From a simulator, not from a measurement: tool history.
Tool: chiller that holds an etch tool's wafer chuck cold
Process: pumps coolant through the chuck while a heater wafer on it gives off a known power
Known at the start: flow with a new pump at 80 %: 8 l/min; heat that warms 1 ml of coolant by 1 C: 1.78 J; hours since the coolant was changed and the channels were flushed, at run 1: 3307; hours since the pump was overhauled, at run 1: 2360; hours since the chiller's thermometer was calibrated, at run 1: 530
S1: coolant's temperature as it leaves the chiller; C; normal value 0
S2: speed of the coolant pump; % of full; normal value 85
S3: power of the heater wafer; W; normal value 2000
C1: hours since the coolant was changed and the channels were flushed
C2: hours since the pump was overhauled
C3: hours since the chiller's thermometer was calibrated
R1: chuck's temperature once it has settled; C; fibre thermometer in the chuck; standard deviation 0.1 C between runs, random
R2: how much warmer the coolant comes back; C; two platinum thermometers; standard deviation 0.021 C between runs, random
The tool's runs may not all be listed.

Run 1, hour 0: usual settings; C1 3307; C2 2360; C3 530. Result: R1 15 C, R2 7.94 C.
Run 2, hour 80.1: usual settings; C1 3387; C2 2440; C3 610. Result: R1 14.9 C, R2 7.92 C.
Run 3, hour 112.8: usual settings; C1 3420; C2 2473; C3 642. Result: R1 15 C, R2 7.94 C.
Run 4, hour 178.2: usual settings; C1 3485; C2 2538; C3 708. Result: R1 15 C, R2 7.97 C.
Run 5, hour 230.9: usual settings; C1 3538; C2 2591; C3 761. Result: R1 15 C, R2 7.95 C.
Run 6, hour 274.3: usual settings but S1 -2 C; C1 3581; C2 2634; C3 804. Result: R1 13 C, R2 7.98 C.
Run 7, hour 348.8: usual settings but S3 1375 W; C1 3656; C2 2709; C3 878. Result: R1 10.2 C, R2 5.46 C.
Run 8, hour 412.6: usual settings but S3 1375 W; C1 3720; C2 2773; C3 942. Result: R1 10.2 C, R2 5.52 C.
Run 9, hour 467.1: usual settings but S3 1375 W; C1 3774; C2 2827; C3 997. Result: R1 10.2 C, R2 5.54 C.
Run 10, hour 512.8: usual settings but S3 1375 W; C1 3820; C2 2873; C3 1042. Result: R1 10.1 C, R2 5.48 C.
Run 11, hour 589.5: usual settings but S3 1375 W; C1 3897; C2 2950; C3 1119. Result: R1 10.5 C, R2 5.5 C.
Run 12, hour 622.9: usual settings but S3 1375 W; C1 3930; C2 2983; C3 1153. Result: R1 10.4 C, R2 5.53 C.
At hour 636: coolant changed, channels flushed.
Run 13, hour 677.9: usual settings but S3 1375 W; C1 42; C2 3032; C3 1201. Result: R1 10.3 C, R2 5.56 C.
Run 14, hour 758.3: usual settings but S3 1375 W; C1 122; C2 3112; C3 1282. Result: R1 10.3 C, R2 5.59 C.
Run 15, hour 791.2: usual settings; C1 155; C2 3145; C3 1315. Result: R1 15.1 C, R2 8.03 C.
Run 16, hour 859.2: usual settings; C1 223; C2 3213; C3 1383. Result: R1 14.9 C, R2 8.05 C.
Run 17, hour 926.5: usual settings; C1 291; C2 3281; C3 1450. Result: R1 15.1 C, R2 8.04 C.
Run 18, hour 992.2: usual settings but S1 1 C, S2 71 % of full, S3 1869 W; C1 356; C2 3346; C3 1516. Result: R1 17.3 C, R2 9.06 C.
Run 19, hour 1067.9: usual settings but S1 1 C, S2 71 % of full, S3 1869 W; C1 432; C2 3422; C3 1591. Result: R1 17.3 C, R2 9.06 C.
Run 20, hour 1139.9: usual settings but S1 8 C, S3 1244 W; C1 504; C2 3494; C3 1664. Result: R1 17.5 C, R2 5.09 C.
Run 21, hour 1175.9: usual settings but S1 3 C; C1 540; C2 3530; C3 1700. Result: R1 17.9 C, R2 8.08 C.
Run 22, hour 1215.7: usual settings but S1 3 C, S2 70 % of full, S3 1638 W; C1 580; C2 3570; C3 1739. Result: R1 17.4 C, R2 8.09 C.
Run 23, hour 1291.5: usual settings but S2 98 % of full, S3 1456 W; C1 656; C2 3646; C3 1815. Result: R1 9.8 C, R2 5.14 C.
Run 24, hour 1348.9: usual settings but S1 -4 C, S3 1816 W; C1 713; C2 3703; C3 1872. Result: R1 9.6 C, R2 7.4 C.
Run 25, hour 1415: usual settings but S1 -4 C, S3 1816 W; C1 779; C2 3769; C3 1939. Result: R1 9.4 C, R2 7.39 C.
Run 26, hour 1495.6: usual settings but S1 -5 C, S2 93 % of full, S3 1386 W; C1 860; C2 3850; C3 2019. Result: R1 4.7 C, R2 5.22 C.
Run 27, hour 1573.9: usual settings but S1 -5 C; C1 938; C2 3928; C3 2098. Result: R1 10.2 C, R2 8.14 C.

Expected results for the next run?
Run 28, hour 1634.1: usual settings but S1 -5 C; C1 998; C2 3988; C3 2158. Result: R1 ?, R2 ?.

Logged for run 28: R1 9.9 C, R2 8.1 C.
Take away the tool's hidden state, keep the run-to-run variation as it was, and the same run would have given R1 9.9 C, R2 7.88 C.
